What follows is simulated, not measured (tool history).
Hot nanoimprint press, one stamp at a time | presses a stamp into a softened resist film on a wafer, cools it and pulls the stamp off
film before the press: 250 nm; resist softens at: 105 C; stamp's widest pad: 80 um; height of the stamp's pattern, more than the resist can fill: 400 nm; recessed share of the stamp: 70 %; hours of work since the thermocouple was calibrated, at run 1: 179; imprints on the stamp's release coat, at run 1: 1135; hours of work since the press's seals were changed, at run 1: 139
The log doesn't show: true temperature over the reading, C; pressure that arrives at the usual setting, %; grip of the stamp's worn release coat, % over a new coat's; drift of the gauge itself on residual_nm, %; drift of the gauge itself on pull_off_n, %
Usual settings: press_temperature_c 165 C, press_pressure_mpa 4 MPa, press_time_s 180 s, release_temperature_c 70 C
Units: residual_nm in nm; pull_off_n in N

run,hour,press_temperature_c,press_pressure_mpa,press_time_s,release_temperature_c,hours of work since the thermocouple was calibrated,imprints on the stamp's release coat,hours of work since the press's seals were changed,residual_nm,pull_off_n
1,0.0,165,4,180,70,179,1135,139,121.0,118
2,48.9,165,4,180,70,202,1258,163,122.6,119
3,89.1,165,4,180,70,222,1359,182,122.3,118
4,122.6,165,4,180,70,238,1443,198,123.5,117
5,173.8,165,4,180,70,263,1572,223,122.7,117
6,217.6,165,4,180,74,284,1682,244,121.4,112
7,279.1,165,4,180,74,314,1836,274,121.7,112
# hour 288.6: stamp cleaned and given a new release coat
8,324.3,165,4,180,74,333,89,293,122.8,110

The next listed run, before its measurement:
9,367.9,165,4,180,74,354,199,314,?,?

{"run 9": {"residual_nm": 122.0, "pull_off_n": 108}}
Without the tool's hidden state the same run would have given residual_nm 121.6 nm, pull_off_n 108 N.
